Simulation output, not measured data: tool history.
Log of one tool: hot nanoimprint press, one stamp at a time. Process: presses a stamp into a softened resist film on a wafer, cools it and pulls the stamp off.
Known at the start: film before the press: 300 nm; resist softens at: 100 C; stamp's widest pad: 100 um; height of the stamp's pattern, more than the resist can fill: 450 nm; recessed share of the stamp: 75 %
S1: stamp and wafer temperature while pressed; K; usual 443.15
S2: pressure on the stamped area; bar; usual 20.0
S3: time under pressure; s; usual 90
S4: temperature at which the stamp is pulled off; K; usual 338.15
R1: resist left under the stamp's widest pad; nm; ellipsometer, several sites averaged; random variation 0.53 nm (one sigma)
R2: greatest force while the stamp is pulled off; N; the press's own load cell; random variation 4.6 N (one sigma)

run	day	S1	S2	S3	S4	R1	R2
1	0.000	443.15	20.0	90	338.15	106.9	236
2	0.504	443.15	20.0	164	338.15	84.8	225
3	1.458	443.15	20.0	164	338.15	84.6	234
4	2.054	443.15	20.0	164	338.15	84.8	236
5	3.171	443.15	20.0	164	338.15	84.8	248
6	4.325	443.15	20.0	111	338.15	97.5	255
7	5.021	443.15	20.0	73	338.15	113.7	259
8	6.075	443.15	20.0	73	338.15	113.3	256
9	6.933	443.15	20.0	95	338.15	102.9	255
10	7.754	454.15	20.0	90	338.15	64.7	272
11	8.504	454.15	20.0	90	338.15	64.0	269
12	9.233	454.15	20.0	90	338.15	64.2	282
13	10.171	454.15	20.0	90	338.15	64.1	294
# day 11.279: plate thermocouple calibrated
14	11.512	443.15	20.0	90	338.15	111.1	303
15	12.350	443.15	20.0	90	338.15	111.9	314
16	13.550	443.15	20.0	90	338.15	111.5	307
17	14.583	437.15	20.0	167	333.15	119.8	347
18	15.588	440.15	25.0	50	337.15	138.5	332
19	16.717	443.15	20.0	94	338.15	108.7	338
# day 17.150: stamp cleaned and given a new release coat
20	17.533	438.15	30.6	148	339.15	92.3	223
21	18.054	443.15	27.8	90	338.15	92.6	231
22	18.838	443.15	20.0	47	338.15	137.4	230
23	19.950	443.15	20.0	72	336.15	119.0	240
24	21.067	443.15	14.8	112	337.15	119.6	254
25	22.046	454.15	26.7	103	338.15	53.7	248
26	22.729	445.15	13.1	65	338.15	141.3	254
27	23.433	445.15	13.1	65	338.15	142.2	249
28	23.946	445.15	13.1	65	338.15	140.2	252
29	24.879	443.15	20.0	90	346.15	109.0	224
30	25.671	443.15	20.0	90	343.15	109.2	243

Forecast each of these 4 alternatives for the next run:
A	26.617	443.15	23.4	46	324.15	?	?
B	26.617	451.15	20.0	115	338.15	?	?
C	26.617	438.15	20.8	90	338.15	?	?
D	26.617	441.15	20.0	90	338.15	?	?

run	R1	R2
A	127.0	351
B	69.2	276
C	134.6	279
D	119.2	271
Without the tool's hidden state the same runs would have given:
run	R1	R2
A	128.1	283
B	69.8	223
C	136.1	226
D	120.6	219
